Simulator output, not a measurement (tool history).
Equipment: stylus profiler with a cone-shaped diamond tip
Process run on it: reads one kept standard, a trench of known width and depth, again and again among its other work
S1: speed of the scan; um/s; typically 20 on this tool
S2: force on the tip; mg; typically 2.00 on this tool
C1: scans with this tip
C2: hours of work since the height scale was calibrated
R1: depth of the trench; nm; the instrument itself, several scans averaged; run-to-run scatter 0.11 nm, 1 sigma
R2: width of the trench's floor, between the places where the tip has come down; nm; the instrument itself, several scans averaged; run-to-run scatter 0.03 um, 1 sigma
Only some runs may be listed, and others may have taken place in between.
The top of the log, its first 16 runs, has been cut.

run	hour	S1	S2	C1	C2	R1	R2
17	526.0	20	5.16	5953	999	203.82	17910
18	557.6	20	5.16	6081	1021	203.74	17950
19	601.2	46	2.00	6257	1050	202.17	17830
20	646.1	46	2.00	6439	1081	202.05	17730
21	676.1	46	2.00	6560	1101	202.05	17750
22	712.9	46	2.00	6709	1126	201.91	17730
23	754.2	46	2.00	6876	1154	201.91	17730
24	783.3	46	2.00	6994	1174	201.89	17760
25	829.6	19	1.30	7181	1206	201.55	17900
26	848.9	20	1.37	7259	1219	201.45	17900
27	871.0	20	1.37	7349	1234	201.74	17950
28	895.9	58	1.36	7450	1251	201.47	17580
29	925.0	58	1.36	7567	1270	201.75	17600
30	962.4	47	1.93	7719	1296	202.02	17720
31	1007.1	47	1.93	7900	1326	201.90	17730
32	1033.8	6	2.00	8008	1344	201.96	17950
33	1059.4	53	0.73	8111	1362	201.10	17470
34	1089.8	24	0.83	8234	1382	201.14	17800
35	1111.3	7	5.81	8321	1397	204.24	17980
36	1139.4	7	5.81	8435	1416	204.08	17980
37	1184.8	7	5.81	8619	1447	204.14	17940
38	1227.8	7	5.81	8793	1476	204.09	18010

4 options for the next run, each taken on its own from the tool as it stands now. Forecast them:
A	1273.5	41	1.50	8978	1507	?	?
B	1273.5	6	5.81	8978	1507	?	?
C	1273.5	14	4.09	8978	1507	?	?
D	1273.5	9	1.72	8978	1507	?	?

run	R1	R2
A	201.61	17660
B	204.22	17980
C	203.18	17970
D	201.91	17960
Had the tool no hidden state, the same runs would have come out as:
run	R1	R2
A	201.60	17670
B	204.21	17990
C	203.17	17980
D	201.89	17970
